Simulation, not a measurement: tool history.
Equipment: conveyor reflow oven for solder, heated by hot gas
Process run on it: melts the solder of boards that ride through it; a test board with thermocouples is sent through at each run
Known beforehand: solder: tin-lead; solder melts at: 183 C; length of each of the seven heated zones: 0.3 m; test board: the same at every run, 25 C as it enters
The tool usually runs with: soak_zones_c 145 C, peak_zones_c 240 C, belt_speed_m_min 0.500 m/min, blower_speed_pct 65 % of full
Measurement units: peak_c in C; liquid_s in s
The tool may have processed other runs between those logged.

run	hour	soak_zones_c	peak_zones_c	belt_speed_m_min	blower_speed_pct	peak_c	liquid_s
1	0.0	145	240	0.500	65	221.8	60.6
2	42.0	145	240	0.403	65	228.2	80.6
3	73.6	145	240	0.403	65	228.2	80.3
4	145.0	145	240	0.403	65	227.6	80.5
5	209.2	145	240	0.403	65	227.5	80.5
# hour 276.7: flux residue cleaned out of gas plates and filters
6	276.7	145	240	0.403	65	227.7	80.5
7	308.6	141	240	0.500	65	220.2	58.5
# hour 329.5: belt drive overhauled, speed set with a stopwatch
8	346.9	141	240	0.500	65	218.9	56.0
9	417.6	141	240	0.500	65	219.4	55.3
10	476.7	148	240	0.500	65	220.1	59.0
11	543.2	145	247	0.500	65	225.0	61.2
12	592.8	145	247	0.500	65	224.9	61.4
# hour 635.1: flux residue cleaned out of gas plates and filters, once more
13	645.5	145	247	0.500	65	226.7	62.2
14	696.8	131	240	0.500	65	218.0	51.7
15	755.9	131	240	0.500	65	217.4	51.8
16	797.2	141	253	0.500	65	230.5	62.9
17	860.9	144	229	0.556	65	207.0	42.3
18	926.2	144	229	0.556	65	207.3	42.4
19	969.8	159	232	0.446	66	219.6	72.5
# hour 998.9: flux residue cleaned out of gas plates and filters
20	1037.2	144	243	0.500	65	222.7	59.9
# hour 1060.0: thermocouples of zones 6 and 7 changed
21	1078.6	147	249	0.438	56	232.1	76.0
22	1147.6	155	240	0.531	65	221.4	59.7
23	1184.9	132	239	0.494	85	222.5	56.6
24	1245.5	132	239	0.494	85	222.2	56.7
25	1302.7	135	245	0.502	65	222.7	56.9
# hour 1369.6: flux residue cleaned out of gas plates and filters
26	1379.0	151	253	0.405	82	242.5	89.3
27	1419.5	151	253	0.405	82	242.5	89.3
28	1450.0	140	251	0.500	65	229.3	63.1
29	1519.1	140	251	0.500	65	229.8	63.0
30	1580.4	140	251	0.500	65	229.7	62.4

Pick out some run-to-run changes in peak_c. Of each, how much would a tool without hidden state show as well, from the settings, what came in and chance, and how much is left for the hidden state and any gauge scatter not in both results compared?
What the log doesn't record here: heat that the gas passes to the board, % of a clean oven's; belt's true speed, % of the reading; true gas temperature in zones 6 and 7 over the reading, C; drift of the gauge itself on peak_c, C; drift of the gauge itself on liquid_s, %.
Run 7 -> 8: belt drive overhauled, speed set with a stopwatch. peak_c -1.3 C: hidden state -1.2, all else -0.1.
Run 12 -> 13: flux residue cleaned out of gas plates and filters, once more. peak_c +1.8 C: hidden state +1.6, all else +0.2.
Run 16 -> 17: soak_zones_c 141 -> 144, peak_zones_c 253 -> 229, belt_speed_m_min 0.500 -> 0.556. peak_c -23.5 C: hidden state -0.1, all else -23.4.
Run 20 -> 21: soak_zones_c 144 -> 147, peak_zones_c 243 -> 249, belt_speed_m_min 0.500 -> 0.438, blower_speed_pct 65 -> 56, thermocouples of zones 6 and 7 changed. peak_c +9.4 C: hidden state +1.1, all else +8.3.
Run 25 -> 26: soak_zones_c 135 -> 151, peak_zones_c 245 -> 253, belt_speed_m_min 0.502 -> 0.405, blower_speed_pct 65 -> 82, flux residue cleaned out of gas plates and filters. peak_c +19.8 C: hidden state +0.4, all else +19.4.
Run 27 -> 28: soak_zones_c 151 -> 140, peak_zones_c 253 -> 251, belt_speed_m_min 0.405 -> 0.500, blower_speed_pct 82 -> 65. peak_c -13.2 C: hidden state +0.2, all else -13.4.

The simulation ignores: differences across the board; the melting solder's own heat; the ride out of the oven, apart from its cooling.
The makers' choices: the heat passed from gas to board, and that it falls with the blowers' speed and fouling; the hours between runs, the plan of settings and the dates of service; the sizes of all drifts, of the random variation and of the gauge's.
